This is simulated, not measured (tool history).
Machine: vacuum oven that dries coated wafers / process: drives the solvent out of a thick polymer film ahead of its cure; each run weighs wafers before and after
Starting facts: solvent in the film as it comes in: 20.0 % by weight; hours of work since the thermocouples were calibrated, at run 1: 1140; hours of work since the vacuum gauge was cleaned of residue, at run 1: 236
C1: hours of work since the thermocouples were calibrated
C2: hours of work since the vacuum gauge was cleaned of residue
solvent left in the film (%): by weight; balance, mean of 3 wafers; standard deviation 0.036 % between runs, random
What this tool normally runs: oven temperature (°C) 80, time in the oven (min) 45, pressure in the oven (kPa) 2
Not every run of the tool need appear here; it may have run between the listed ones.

run 1 hour=0 | oven_temperature_(°C)=80 time_in_the_oven_(min)=45 pressure_in_the_oven_(kPa)=2 | C1=1140 C2=236 | solvent_left_in_the_film_(%)=4.41
run 2 hour=23.6 | oven_temperature_(°C)=80 time_in_the_oven_(min)=42 pressure_in_the_oven_(kPa)=2 | C1=1151 C2=246 | solvent_left_in_the_film_(%)=4.68
run 3 hour=52.6 | oven_temperature_(°C)=69 time_in_the_oven_(min)=42 pressure_in_the_oven_(kPa)=2 | C1=1164 C2=259 | solvent_left_in_the_film_(%)=8.1
run 4 hour=85.3 | oven_temperature_(°C)=69 time_in_the_oven_(min)=42 pressure_in_the_oven_(kPa)=2 | C1=1178 C2=273 | solvent_left_in_the_film_(%)=8.12
run 5 hour=119.6 | oven_temperature_(°C)=80 time_in_the_oven_(min)=45 pressure_in_the_oven_(kPa)=2 | C1=1193 C2=288 | solvent_left_in_the_film_(%)=4.37
-- hour=141.9 oven's thermocouples calibrated
run 6 hour=144.9 | oven_temperature_(°C)=80 time_in_the_oven_(min)=45 pressure_in_the_oven_(kPa)=2 | C1=1 C2=299 | solvent_left_in_the_film_(%)=4.96
run 7 hour=163.1 | oven_temperature_(°C)=80 time_in_the_oven_(min)=61 pressure_in_the_oven_(kPa)=2 | C1=9 C2=307 | solvent_left_in_the_film_(%)=3.8
run 8 hour=191 | oven_temperature_(°C)=80 time_in_the_oven_(min)=61 pressure_in_the_oven_(kPa)=2 | C1=22 C2=319 | solvent_left_in_the_film_(%)=3.77
run 9 hour=212.9 | oven_temperature_(°C)=80 time_in_the_oven_(min)=61 pressure_in_the_oven_(kPa)=2 | C1=31 C2=329 | solvent_left_in_the_film_(%)=3.73
run 10 hour=252.9 | oven_temperature_(°C)=85 time_in_the_oven_(min)=45 pressure_in_the_oven_(kPa)=2 | C1=49 C2=346 | solvent_left_in_the_film_(%)=3.62
run 11 hour=284.5 | oven_temperature_(°C)=85 time_in_the_oven_(min)=45 pressure_in_the_oven_(kPa)=2 | C1=63 C2=360 | solvent_left_in_the_film_(%)=3.69
run 12 hour=310.3 | oven_temperature_(°C)=85 time_in_the_oven_(min)=45 pressure_in_the_oven_(kPa)=2 | C1=74 C2=372 | solvent_left_in_the_film_(%)=3.62
run 13 hour=349 | oven_temperature_(°C)=84 time_in_the_oven_(min)=45 pressure_in_the_oven_(kPa)=2 | C1=91 C2=389 | solvent_left_in_the_film_(%)=3.96
run 14 hour=383.1 | oven_temperature_(°C)=84 time_in_the_oven_(min)=45 pressure_in_the_oven_(kPa)=2 | C1=107 C2=404 | solvent_left_in_the_film_(%)=3.93
run 15 hour=422.4 | oven_temperature_(°C)=84 time_in_the_oven_(min)=45 pressure_in_the_oven_(kPa)=2 | C1=124 C2=421 | solvent_left_in_the_film_(%)=3.94
run 16 hour=451.5 | oven_temperature_(°C)=80 time_in_the_oven_(min)=41 pressure_in_the_oven_(kPa)=2 | C1=137 C2=434 | solvent_left_in_the_film_(%)=5.38
run 17 hour=480.9 | oven_temperature_(°C)=84 time_in_the_oven_(min)=61 pressure_in_the_oven_(kPa)=2.27 | C1=150 C2=447 | solvent_left_in_the_film_(%)=3.14
run 18 hour=513.5 | oven_temperature_(°C)=84 time_in_the_oven_(min)=61 pressure_in_the_oven_(kPa)=2.27 | C1=164 C2=461 | solvent_left_in_the_film_(%)=3.16
run 19 hour=540.5 | oven_temperature_(°C)=67 time_in_the_oven_(min)=42 pressure_in_the_oven_(kPa)=2.65 | C1=176 C2=473 | solvent_left_in_the_film_(%)=10.15
run 20 hour=578.6 | oven_temperature_(°C)=71 time_in_the_oven_(min)=75 pressure_in_the_oven_(kPa)=5.47 | C1=193 C2=490 | solvent_left_in_the_film_(%)=9.9
run 21 hour=615.8 | oven_temperature_(°C)=71 time_in_the_oven_(min)=75 pressure_in_the_oven_(kPa)=5.47 | C1=209 C2=507 | solvent_left_in_the_film_(%)=9.78
run 22 hour=643.6 | oven_temperature_(°C)=83 time_in_the_oven_(min)=60 pressure_in_the_oven_(kPa)=1.37 | C1=221 C2=519 | solvent_left_in_the_film_(%)=2.58
run 23 hour=687.3 | oven_temperature_(°C)=65 time_in_the_oven_(min)=76 pressure_in_the_oven_(kPa)=5.85 | C1=241 C2=538 | solvent_left_in_the_film_(%)=13.26
run 24 hour=731 | oven_temperature_(°C)=80 time_in_the_oven_(min)=72 pressure_in_the_oven_(kPa)=1.05 | C1=260 C2=557 | solvent_left_in_the_film_(%)=2.35
run 25 hour=755.8 | oven_temperature_(°C)=80 time_in_the_oven_(min)=67 pressure_in_the_oven_(kPa)=2.04 | C1=271 C2=568 | solvent_left_in_the_film_(%)=3.45
run 26 hour=793.4 | oven_temperature_(°C)=80 time_in_the_oven_(min)=23 pressure_in_the_oven_(kPa)=7.9 | C1=288 C2=585 | solvent_left_in_the_film_(%)=12.21
run 27 hour=833.1 | oven_temperature_(°C)=89 time_in_the_oven_(min)=55 pressure_in_the_oven_(kPa)=2 | C1=305 C2=602 | solvent_left_in_the_film_(%)=2.28
run 28 hour=867 | oven_temperature_(°C)=89 time_in_the_oven_(min)=55 pressure_in_the_oven_(kPa)=2 | C1=320 C2=617 | solvent_left_in_the_film_(%)=2.35
run 29 hour=911 | oven_temperature_(°C)=89 time_in_the_oven_(min)=55 pressure_in_the_oven_(kPa)=2 | C1=340 C2=637 | solvent_left_in_the_film_(%)=2.24
run 30 hour=953.7 | oven_temperature_(°C)=78 time_in_the_oven_(min)=41 pressure_in_the_oven_(kPa)=1.9 | C1=358 C2=656 | solvent_left_in_the_film_(%)=5.9
run 31 hour=996.4 | oven_temperature_(°C)=83 time_in_the_oven_(min)=59 pressure_in_the_oven_(kPa)=3.16 | C1=377 C2=675 | solvent_left_in_the_film_(%)=4.08

Predict each of these 3 candidate next runs independently; none follows another, all start after run 31:
run A hour=1017.6 | oven_temperature_(°C)=89 time_in_the_oven_(min)=40 pressure_in_the_oven_(kPa)=1.08 | C1=387 C2=684 | solvent_left_in_the_film_(%)=?
run B hour=1017.6 | oven_temperature_(°C)=82 time_in_the_oven_(min)=59 pressure_in_the_oven_(kPa)=3.16 | C1=387 C2=684 | solvent_left_in_the_film_(%)=?
run C hour=1017.6 | oven_temperature_(°C)=83 time_in_the_oven_(min)=24 pressure_in_the_oven_(kPa)=3.16 | C1=387 C2=684 | solvent_left_in_the_film_(%)=?

run=A solvent_left_in_the_film_(%)=2.58
run=B solvent_left_in_the_film_(%)=4.38
run=C solvent_left_in_the_film_(%)=7.92
Without the tool's unlogged condition, the same runs would have read:
run=A solvent_left_in_the_film_(%)=2.52
run=B solvent_left_in_the_film_(%)=4.29
run=C solvent_left_in_the_film_(%)=7.95

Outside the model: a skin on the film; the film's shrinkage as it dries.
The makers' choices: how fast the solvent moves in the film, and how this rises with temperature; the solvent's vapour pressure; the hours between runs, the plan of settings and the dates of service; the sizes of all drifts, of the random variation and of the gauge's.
